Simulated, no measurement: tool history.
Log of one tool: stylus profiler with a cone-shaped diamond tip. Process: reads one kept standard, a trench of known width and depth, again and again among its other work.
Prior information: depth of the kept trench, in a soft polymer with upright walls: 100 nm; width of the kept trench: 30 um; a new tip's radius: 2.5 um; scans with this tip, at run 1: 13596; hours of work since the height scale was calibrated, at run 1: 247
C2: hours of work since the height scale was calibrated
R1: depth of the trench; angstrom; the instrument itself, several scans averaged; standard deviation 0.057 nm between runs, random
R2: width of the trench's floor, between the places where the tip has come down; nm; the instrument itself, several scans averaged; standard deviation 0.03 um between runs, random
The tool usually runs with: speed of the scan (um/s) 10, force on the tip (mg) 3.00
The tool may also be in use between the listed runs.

run 1 day=0.000 | speed_of_the_scan_(um/s)=10 force_on_the_tip_(mg)=3.00 | scans_with_this_tip=13596 C2=247 | R1=1022.0 R2=28070
run 2 day=1.546 | speed_of_the_scan_(um/s)=10 force_on_the_tip_(mg)=3.00 | scans_with_this_tip=13784 C2=269 | R1=1021.8 R2=27990
run 3 day=3.771 | speed_of_the_scan_(um/s)=10 force_on_the_tip_(mg)=3.00 | scans_with_this_tip=14054 C2=301 | R1=1022.2 R2=28000
-- day=4.117 height scale calibrated on a step standard
run 4 day=5.392 | speed_of_the_scan_(um/s)=10 force_on_the_tip_(mg)=3.00 | scans_with_this_tip=14249 C2=18 | R1=1022.9 R2=27980
run 5 day=8.442 | speed_of_the_scan_(um/s)=10 force_on_the_tip_(mg)=3.00 | scans_with_this_tip=14620 C2=61 | R1=1022.4 R2=28040
run 6 day=11.025 | speed_of_the_scan_(um/s)=10 force_on_the_tip_(mg)=3.00 | scans_with_this_tip=14933 C2=98 | R1=1022.7 R2=28010
run 7 day=12.596 | speed_of_the_scan_(um/s)=10 force_on_the_tip_(mg)=7.10 | scans_with_this_tip=15124 C2=120 | R1=1038.6 R2=27970
run 8 day=15.667 | speed_of_the_scan_(um/s)=38 force_on_the_tip_(mg)=3.00 | scans_with_this_tip=15497 C2=164 | R1=1024.6 R2=27880
run 9 day=18.862 | speed_of_the_scan_(um/s)=4 force_on_the_tip_(mg)=2.00 | scans_with_this_tip=15886 C2=209 | R1=1018.0 R2=28000
run 10 day=22.283 | speed_of_the_scan_(um/s)=3 force_on_the_tip_(mg)=2.25 | scans_with_this_tip=16301 C2=258 | R1=1018.4 R2=28050
-- day=24.142 height scale calibrated on a step standard, once more
run 11 day=24.167 | speed_of_the_scan_(um/s)=17 force_on_the_tip_(mg)=1.14 | scans_with_this_tip=16528 C2=0 | R1=1010.0 R2=27900

Below are 3 alternative next runs, each starting from the tool's condition after run 11. Predict each:
run A day=25.808 | speed_of_the_scan_(um/s)=10 force_on_the_tip_(mg)=4.76 | scans_with_this_tip=16727 C2=24 | R1=? R2=?
run B day=25.808 | speed_of_the_scan_(um/s)=3 force_on_the_tip_(mg)=1.95 | scans_with_this_tip=16727 C2=24 | R1=? R2=?
run C day=25.808 | speed_of_the_scan_(um/s)=30 force_on_the_tip_(mg)=1.14 | scans_with_this_tip=16727 C2=24 | R1=? R2=?

run=A R1=1028.0 R2=27950
run=B R1=1015.1 R2=27990
run=C R1=1010.4 R2=27750
The same runs, with their run-to-run variation unchanged, on a tool lacking any hidden condition would have given:
run=A R1=1027.7 R2=28570
run=B R1=1014.9 R2=28610
run=C R1=1010.1 R2=28370
